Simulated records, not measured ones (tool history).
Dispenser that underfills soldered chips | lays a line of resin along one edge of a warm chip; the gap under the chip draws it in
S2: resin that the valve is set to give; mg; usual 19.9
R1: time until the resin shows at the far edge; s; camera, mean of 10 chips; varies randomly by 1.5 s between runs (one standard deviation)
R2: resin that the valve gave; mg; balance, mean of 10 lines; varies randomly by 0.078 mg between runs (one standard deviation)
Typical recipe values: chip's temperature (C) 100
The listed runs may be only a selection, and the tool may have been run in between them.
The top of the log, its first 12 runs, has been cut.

{"day": 6.292, "done": "dispensing valve cleaned and set on the balance"}
{"day": 6.367, "done": "new syringe of resin"}
{"run": 13, "day": 6.462, "chip's temperature (C)": 100, "S2": 19.2, "R1": 136.5, "R2": 19.13}
{"day": 6.8, "done": "new syringe of resin"}
{"run": 14, "day": 6.871, "chip's temperature (C)": 100, "S2": 19.2, "R1": 131.1, "R2": 19.17}
{"day": 7.246, "done": "new syringe of resin"}
{"run": 15, "day": 7.3, "chip's temperature (C)": 100, "S2": 19.2, "R1": 134.1, "R2": 18.97}
{"run": 16, "day": 7.625, "chip's temperature (C)": 100, "S2": 19.2, "R1": 157, "R2": 19.06}
{"day": 7.7, "done": "new syringe of resin"}
{"run": 17, "day": 8.054, "chip's temperature (C)": 100, "S2": 22.6, "R1": 153.6, "R2": 22.29}
{"day": 8.121, "done": "new syringe of resin"}
{"day": 8.567, "done": "new syringe of resin"}
{"run": 18, "day": 8.604, "chip's temperature (C)": 109, "S2": 22.6, "R1": 86.8, "R2": 22.26}
{"day": 9.0, "done": "new syringe of resin"}
{"run": 19, "day": 9.033, "chip's temperature (C)": 112, "S2": 20.8, "R1": 77.9, "R2": 20.36}
{"day": 9.221, "done": "dispensing valve cleaned and set on the balance"}
{"day": 9.496, "done": "new syringe of resin"}
{"run": 20, "day": 9.558, "chip's temperature (C)": 109, "S2": 25.7, "R1": 85.6, "R2": 25.77}
{"run": 21, "day": 9.862, "chip's temperature (C)": 110, "S2": 25.2, "R1": 100.2, "R2": 25.02}
{"day": 9.908, "done": "new syringe of resin"}
{"day": 10.338, "done": "new syringe of resin"}
{"run": 22, "day": 10.488, "chip's temperature (C)": 89, "S2": 24, "R1": 221.1, "R2": 23.89}
{"day": 10.788, "done": "new syringe of resin"}
{"day": 11.229, "done": "new syringe of resin"}
{"run": 23, "day": 11.229, "chip's temperature (C)": 97, "S2": 18.1, "R1": 144.6, "R2": 17.87}
{"day": 11.675, "done": "new syringe of resin"}
{"run": 24, "day": 11.733, "chip's temperature (C)": 114, "S2": 25.8, "R1": 69.6, "R2": 25.23}
{"day": 12.121, "done": "new syringe of resin"}
{"day": 12.162, "done": "dispensing valve cleaned and set on the balance"}
{"run": 25, "day": 12.342, "chip's temperature (C)": 108, "S2": 21.1, "R1": 97, "R2": 21.06}
{"day": 12.588, "done": "new syringe of resin"}
{"day": 13.004, "done": "new syringe of resin"}
{"run": 26, "day": 13.004, "chip's temperature (C)": 110, "S2": 18, "R1": 82.7, "R2": 18.03}
{"run": 27, "day": 13.35, "chip's temperature (C)": 100, "S2": 17.7, "R1": 155.4, "R2": 17.54}
{"day": 13.446, "done": "new syringe of resin"}
{"day": 13.867, "done": "new syringe of resin"}
{"run": 28, "day": 14.067, "chip's temperature (C)": 90, "S2": 19.5, "R1": 211.6, "R2": 19.28}
{"day": 14.312, "done": "new syringe of resin"}
{"run": 29, "day": 14.546, "chip's temperature (C)": 99, "S2": 20.1, "R1": 148.5, "R2": 19.73}
{"day": 14.75, "done": "new syringe of resin"}
{"day": 15.038, "done": "dispensing valve cleaned and set on the balance"}
{"run": 30, "day": 15.154, "chip's temperature (C)": 94, "S2": 21.4, "R1": 194.5, "R2": 21.23}
{"day": 15.233, "done": "new syringe of resin"}
{"run": 31, "day": 15.625, "chip's temperature (C)": 114, "S2": 17.4, "R1": 85.6, "R2": 17.32}
{"day": 15.671, "done": "new syringe of resin"}
{"run": 32, "day": 16.046, "chip's temperature (C)": 103, "S2": 24.3, "R1": 131.6, "R2": 24.18}
{"day": 16.092, "done": "new syringe of resin"}
{"day": 16.546, "done": "new syringe of resin"}
{"run": 33, "day": 16.683, "chip's temperature (C)": 87, "S2": 19.9, "R1": 235.7, "R2": 19.7}

What if the next run were any one of these 4? Each begins from the tool's condition after run 33:
{"day": 16.983, "done": "new syringe of resin"}
{"run": "A", "day": 17.275, "chip's temperature (C)": 93, "S2": 25.6, "R1": "?", "R2": "?"}
{"day": 16.983, "done": "new syringe of resin"}
{"run": "B", "day": 17.275, "chip's temperature (C)": 85, "S2": 19.1, "R1": "?", "R2": "?"}
{"day": 16.983, "done": "new syringe of resin"}
{"run": "C", "day": 17.275, "chip's temperature (C)": 90, "S2": 19.9, "R1": "?", "R2": "?"}
{"day": 16.983, "done": "new syringe of resin"}
{"run": "D", "day": 17.275, "chip's temperature (C)": 93, "S2": 22.5, "R1": "?", "R2": "?"}

run=A R1=192.9 R2=25.08
run=B R1=287.6 R2=18.66
run=C R1=225.3 R2=19.61
run=D R1=193.9 R2=22.14
The same runs, with their run-to-run variation unchanged, on a tool lacking any hidden condition would have given:
run=A R1=202.2 R2=25.57
run=B R1=303.9 R2=19.02
run=C R1=236.6 R2=19.99
run=D R1=203.2 R2=22.56

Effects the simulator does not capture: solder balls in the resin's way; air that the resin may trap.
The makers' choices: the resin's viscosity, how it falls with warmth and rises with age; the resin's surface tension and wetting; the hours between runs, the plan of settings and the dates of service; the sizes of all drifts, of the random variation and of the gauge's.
